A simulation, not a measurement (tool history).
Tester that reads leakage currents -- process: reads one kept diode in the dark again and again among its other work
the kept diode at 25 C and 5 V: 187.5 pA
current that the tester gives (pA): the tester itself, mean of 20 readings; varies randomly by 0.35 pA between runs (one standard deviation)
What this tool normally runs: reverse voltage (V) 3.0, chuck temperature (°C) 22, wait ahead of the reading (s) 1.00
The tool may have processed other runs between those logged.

run,hour,reverse voltage (V),chuck temperature (°C),wait ahead of the reading (s),current that the tester gives (pA)
1,0.0,3.0,22,1.00,130.54
2,23.5,3.0,22,1.00,130.96
3,40.1,3.0,56,1.00,1629.78
4,64.6,3.0,56,1.00,1623.54
5,82.5,3.0,56,1.00,1631.38
6,114.7,3.0,56,1.00,1622.93
7,140.5,3.0,56,1.00,1635.73
8,159.8,3.0,22,1.00,132.57
9,182.2,3.0,22,1.00,132.80
10,195.9,3.0,22,1.00,132.96
11,209.6,3.0,35,1.00,363.99
12,223.4,1.2,25,2.88,108.11

Expected results for the next run?
13,238.7,1.2,25,2.88,?

current that the tester gives (pA): 108.08
Were there no unlogged condition in the tool, this run, its random variation unchanged, would have produced current that the tester gives (pA) 96.58.

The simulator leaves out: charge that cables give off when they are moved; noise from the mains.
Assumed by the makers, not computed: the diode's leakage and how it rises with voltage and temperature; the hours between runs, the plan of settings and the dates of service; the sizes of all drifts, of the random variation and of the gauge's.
